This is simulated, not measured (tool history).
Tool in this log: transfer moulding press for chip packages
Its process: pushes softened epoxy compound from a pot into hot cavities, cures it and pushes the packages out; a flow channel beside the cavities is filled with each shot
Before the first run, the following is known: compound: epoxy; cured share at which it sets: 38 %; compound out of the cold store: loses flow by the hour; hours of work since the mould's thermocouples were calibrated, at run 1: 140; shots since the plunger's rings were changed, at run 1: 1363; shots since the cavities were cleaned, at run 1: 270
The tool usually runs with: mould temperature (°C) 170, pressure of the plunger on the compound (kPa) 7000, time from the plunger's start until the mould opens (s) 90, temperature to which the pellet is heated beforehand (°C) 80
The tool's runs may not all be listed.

run    day  mould temperature (°C)  pressure of the plunger on the compound (kPa)  time from the plunger's start until the mould opens (s)  temperature to which the pellet is heated beforehand (°C)  hours of work since the mould's thermocouples were calibrated  shots since the plunger's rings were changed  shots since the cavities were cleaned  incoming compound's hours out of the cold store  length that the compound runs in the flow channel (mm)  greatest force on the pins that push the packages out (N)
  1  0.000                     170                                           7000                                                       90                                                         80                                                            140                                          1363                                    270                                             35.1                                                     663                                                        388
  2  0.512                     170                                           7000                                                       90                                                         80                                                            146                                          1472                                    379                                             34.2                                                     669                                                        426
  3  0.879                     170                                           7000                                                       90                                                         80                                                            150                                          1551                                    458                                             41.3                                                     655                                                        422
  4  1.250                     170                                           7000                                                       90                                                         80                                                            154                                          1629                                    536                                             13.2                                                     716                                                        460
  5  1.550                     170                                           7000                                                       90                                                         80                                                            158                                          1693                                    600                                             25.4                                                     674                                                        457
  6  1.788                     170                                           7000                                                       90                                                         80                                                            160                                          1744                                    651                                             22.3                                                     688                                                        480
  7  2.350                     170                                           7000                                                       78                                                         80                                                            166                                          1863                                    770                                             23.3                                                     686                                                        591
  8  2.679                     170                                           7000                                                       78                                                         80                                                            170                                          1933                                    840                                             10.1                                                     718                                                        607
     2.842  -- cavities cleaned with cleaning compound and waxed
  9  3.296                     170                                           7000                                                       78                                                         80                                                            176                                          2051                                     97                                             39.2                                                     636                                                        378
 10  3.733                     170                                           7000                                                       84                                                         80                                                            181                                          2144                                    190                                             41.5                                                     643                                                        371
 11  4.183                     170                                           7000                                                       84                                                         80                                                            186                                          2240                                    286                                             15.6                                                     710                                                        451
 12  4.625                     170                                           7000                                                       84                                                         80                                                            191                                          2334                                    380                                             47.0                                                     627                                                        426
 13  4.867                     170                                           7000                                                       90                                                         80                                                            193                                          2385                                    431                                              9.8                                                     712                                                        438
 14  5.175                     170                                           7000                                                       90                                                         80                                                            197                                          2451                                    497                                             12.5                                                     708                                                        453
 15  5.412                     170                                           7000                                                       90                                                         74                                                            199                                          2501                                    547                                             10.0                                                     718                                                        483
 16  5.908                     169                                           7000                                                       90                                                         74                                                            205                                          2607                                    653                                             39.9                                                     648                                                        474
 17  6.217                     169                                           7000                                                       90                                                         74                                                            208                                          2672                                    718                                             36.6                                                     656                                                        492
 18  6.592                     166                                           7000                                                       81                                                         71                                                            212                                          2752                                    798                                             29.0                                                     678                                                        701
 19  6.838                     166                                           5760                                                      123                                                         75                                                            215                                          2804                                    850                                             10.1                                                     652                                                        465
     6.979  -- cavities cleaned with cleaning compound and waxed
 20  7.225                     167                                           5790                                                      123                                                         75                                                            219                                          2873                                     52                                             10.8                                                     648                                                        308

What will run 21 give?
 21  7.758                     167                                           6870                                                      106                                                         75                                                            225                                          2987                                    166                                             42.2                                                       ?                                                          ?

{"run 21": {"length that the compound runs in the flow channel (mm)": 633, "greatest force on the pins that push the packages out (N)": 337}}
Were there no unlogged condition in the tool, this run, its random variation unchanged, would have produced length that the compound runs in the flow channel (mm) 679, greatest force on the pins that push the packages out (N) 285.

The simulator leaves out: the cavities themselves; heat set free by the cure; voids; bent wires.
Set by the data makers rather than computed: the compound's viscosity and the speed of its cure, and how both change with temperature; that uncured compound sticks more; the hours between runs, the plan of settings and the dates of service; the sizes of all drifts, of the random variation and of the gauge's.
